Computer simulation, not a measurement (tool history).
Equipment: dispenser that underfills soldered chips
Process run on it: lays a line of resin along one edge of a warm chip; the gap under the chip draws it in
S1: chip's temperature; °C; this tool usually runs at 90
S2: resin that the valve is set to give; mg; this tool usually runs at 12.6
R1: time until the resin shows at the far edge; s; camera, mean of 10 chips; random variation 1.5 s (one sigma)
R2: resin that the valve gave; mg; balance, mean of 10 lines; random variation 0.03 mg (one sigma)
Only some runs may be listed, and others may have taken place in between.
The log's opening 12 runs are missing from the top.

| run | hour | S1 | S2 | R1 | R2 |
|---|---|---|---|---|---|
|  | 64 | new syringe of resin |
| 13 | 66.4 | 99 | 12.6 | 112.4 | 12.4 |
| 14 | 73.1 | 99 | 12.6 | 161.2 | 12.32 |
|  | 76.7 | new syringe of resin |
| 15 | 78.1 | 90 | 12.6 | 167.2 | 12.31 |
| 16 | 81.1 | 90 | 12.6 | 191.4 | 12.24 |
| 17 | 85.4 | 90 | 12.6 | 249.8 | 12.24 |
|  | 89.4 | new syringe of resin |
| 18 | 90.8 | 90 | 12.3 | 167.6 | 11.94 |
| 19 | 95.7 | 90 | 12.3 | 213.8 | 11.87 |
| 20 | 101.4 | 95 | 15.1 | 229.3 | 14.48 |
|  | 102.1 | new syringe of resin |
|  | 108.2 | dispensing valve cleaned and set on the balance |
| 21 | 108.3 | 100 | 14.8 | 122.5 | 14.8 |
| 22 | 113.5 | 100 | 14.8 | 167.3 | 14.81 |
|  | 115.6 | new syringe of resin |
| 23 | 119 | 95 | 12 | 145.7 | 11.93 |
| 24 | 125.6 | 95 | 12 | 214.3 | 11.88 |
|  | 128.1 | new syringe of resin |
| 25 | 129.9 | 95 | 12 | 135.4 | 11.84 |
| 26 | 133.4 | 87 | 12.5 | 234.6 | 12.24 |
| 27 | 136.7 | 87 | 12.5 | 287.6 | 12.31 |
|  | 140.7 | new syringe of resin |
| 28 | 140.8 | 87 | 12.5 | 179.5 | 12.24 |
| 29 | 145 | 94 | 12.3 | 161.9 | 12.11 |
| 30 | 149.3 | 94 | 14.9 | 201.2 | 14.54 |
|  | 153.5 | new syringe of resin |
| 31 | 155.9 | 94 | 14.9 | 139.2 | 14.44 |
| 32 | 159.4 | 82 | 12.8 | 317.5 | 12.46 |
| 33 | 164.8 | 91 | 11.2 | 281.5 | 10.79 |
|  | 166 | new syringe of resin |
| 34 | 171.4 | 102 | 12.6 | 121.6 | 12.09 |
|  | 173.1 | dispensing valve cleaned and set on the balance |
| 35 | 175.4 | 90 | 13 | 250.6 | 12.99 |
|  | 179.7 | new syringe of resin |
| 36 | 179.8 | 90 | 13 | 154.2 | 12.99 |

Consider 3 possible next runs. They are alternatives, not a sequence: every one starts from the tool as it was left by run 36. What does each give?
| A | 185.4 | 83 | 15.6 | ? | ? |
| B | 185.4 | 95 | 13 | ? | ? |
| C | 185.4 | 100 | 13 | ? | ? |

| run | R1 | R2 |
|---|---|---|
| A | 292.4 | 15.5 |
| B | 167.9 | 12.93 |
| C | 133.9 | 12.9 |
Without the tool's hidden state the same runs would have given:
| run | R1 | R2 |
|---|---|---|
| A | 200.1 | 15.62 |
| B | 115 | 13.02 |
| C | 91.9 | 13 |

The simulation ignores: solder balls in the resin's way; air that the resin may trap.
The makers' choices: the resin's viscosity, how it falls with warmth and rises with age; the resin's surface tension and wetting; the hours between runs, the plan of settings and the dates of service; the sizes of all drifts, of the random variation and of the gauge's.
